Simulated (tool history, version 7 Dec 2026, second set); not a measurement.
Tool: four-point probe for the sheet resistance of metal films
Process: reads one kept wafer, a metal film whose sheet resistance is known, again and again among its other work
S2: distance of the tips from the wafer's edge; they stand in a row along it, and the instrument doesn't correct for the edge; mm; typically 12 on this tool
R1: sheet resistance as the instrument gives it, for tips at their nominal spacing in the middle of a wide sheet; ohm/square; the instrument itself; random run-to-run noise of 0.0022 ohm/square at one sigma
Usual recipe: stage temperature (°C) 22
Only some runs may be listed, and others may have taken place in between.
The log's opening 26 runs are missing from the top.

run 27 day=15.292 | stage_temperature_(°C)=35 S2=3 | R1=11.185987
run 28 day=15.946 | stage_temperature_(°C)=22 S2=32 | R1=10.865394
run 29 day=16.383 | stage_temperature_(°C)=32 S2=21 | R1=10.919776
run 30 day=17.254 | stage_temperature_(°C)=23 S2=21 | R1=10.873666
-- day=17.342 stage's thermometer calibrated
run 31 day=17.975 | stage_temperature_(°C)=23 S2=21 | R1=10.874694
run 32 day=18.517 | stage_temperature_(°C)=23 S2=21 | R1=10.871031
-- day=19.292 stage's thermometer calibrated, once more
run 33 day=19.362 | stage_temperature_(°C)=23 S2=21 | R1=10.880305
run 34 day=19.758 | stage_temperature_(°C)=23 S2=21 | R1=10.879531
run 35 day=20.429 | stage_temperature_(°C)=23 S2=21 | R1=10.874299
run 36 day=21.133 | stage_temperature_(°C)=23 S2=12 | R1=10.886158
run 37 day=21.796 | stage_temperature_(°C)=27 S2=16 | R1=10.902812
run 38 day=22.254 | stage_temperature_(°C)=22 S2=4 | R1=11.015636
run 39 day=22.892 | stage_temperature_(°C)=22 S2=27 | R1=10.870901

For run 40, what comes out?
run 40 day=23.65 | stage_temperature_(°C)=29 S2=38 | R1=?

R1: 10.904065 ohm/square
If the tool had no hidden condition, the same run with the same run-to-run variation would have returned R1 10.948814 ohm/square.

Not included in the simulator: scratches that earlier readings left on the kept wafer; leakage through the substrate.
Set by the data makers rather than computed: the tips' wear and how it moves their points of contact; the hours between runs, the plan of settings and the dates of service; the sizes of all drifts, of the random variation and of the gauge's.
